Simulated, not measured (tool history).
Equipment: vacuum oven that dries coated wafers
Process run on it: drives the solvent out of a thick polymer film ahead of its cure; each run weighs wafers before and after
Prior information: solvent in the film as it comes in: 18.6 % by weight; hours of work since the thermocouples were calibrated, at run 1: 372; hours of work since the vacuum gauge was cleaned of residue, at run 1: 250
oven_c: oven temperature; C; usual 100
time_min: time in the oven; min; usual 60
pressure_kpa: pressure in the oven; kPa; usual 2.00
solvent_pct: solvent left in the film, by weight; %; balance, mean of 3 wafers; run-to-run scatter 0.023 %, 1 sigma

run,hour,oven_c,time_min,pressure_kpa,hours of work since the thermocouples were calibrated,hours of work since the vacuum gauge was cleaned of residue,solvent_pct
1,0.0,100,60,2.00,372,250,2.13
2,14.8,100,60,1.54,383,261,2.03
3,28.1,100,60,1.54,393,271,2.02
4,41.1,100,60,1.54,402,281,2.01
5,58.1,100,60,1.54,415,294,2.04
6,69.7,100,60,1.54,424,302,2.04
7,83.5,100,60,1.54,434,313,2.00
8,96.4,100,60,1.54,444,322,2.02
9,107.9,100,32,2.00,452,331,5.00
10,119.8,100,54,2.00,461,340,2.57
11,134.1,100,54,2.00,472,350,2.57
12,146.3,100,54,2.00,481,359,2.53
13,161.5,100,60,2.00,492,371,2.15
14,176.3,100,60,2.00,503,382,2.18
15,189.8,108,60,2.00,513,392,1.16
16,206.6,103,60,2.00,526,404,1.74
17,216.8,103,60,2.00,533,412,1.71
18,232.2,103,60,2.00,545,423,1.77
19,241.8,100,60,4.62,552,431,2.90
20,254.4,100,60,4.62,561,440,2.93
21,262.9,115,60,2.00,568,446,0.66
22,271.7,115,60,6.85,574,453,1.56
23,288.5,100,60,4.50,587,465,2.90
24,303.3,102,52,3.91,598,476,2.87
25,320.9,102,52,3.91,611,490,2.86
26,336.4,102,52,3.91,623,501,2.85
27,349.9,102,52,3.91,633,511,2.85
28,364.3,109,60,2.18,643,522,1.08
29,380.5,96,32,2.00,656,534,6.00
# hour 399.3: oven's thermocouples calibrated
30,399.3,96,32,2.00,0,547,5.97
31,410.6,114,53,2.00,8,555,0.89
32,423.1,114,53,2.00,18,564,0.86
33,434.9,114,53,2.00,27,573,0.89
34,450.6,102,71,6.25,38,585,2.59
35,464.2,102,71,6.25,48,595,2.62
36,478.2,91,56,3.24,59,605,4.71
37,486.8,114,60,6.19,65,612,1.52
38,502.3,114,60,1.55,77,623,0.60
39,518.9,88,80,2.28,89,636,3.42
40,530.0,94,80,1.50,97,644,1.98
41,542.7,94,80,1.50,107,654,1.98
42,552.5,100,60,1.15,114,661,1.91
43,569.3,100,60,1.15,127,673,1.91
44,577.8,90,60,1.15,133,680,3.86
45,588.4,90,54,1.52,141,688,4.48
46,602.8,90,54,1.52,152,698,4.55

3 options for the next run, each taken on its own from the tool as it stands now. Forecast them:
A,610.4,103,60,2.00,157,704,?
B,610.4,103,70,1.73,157,704,?
C,610.4,100,60,7.79,157,704,?

run,solvent_pct
A,1.74
B,1.23
C,3.86
Stripped of hidden state, with their random variation kept, the same runs would have yielded:
run,solvent_pct
A,1.74
B,1.23
C,3.86

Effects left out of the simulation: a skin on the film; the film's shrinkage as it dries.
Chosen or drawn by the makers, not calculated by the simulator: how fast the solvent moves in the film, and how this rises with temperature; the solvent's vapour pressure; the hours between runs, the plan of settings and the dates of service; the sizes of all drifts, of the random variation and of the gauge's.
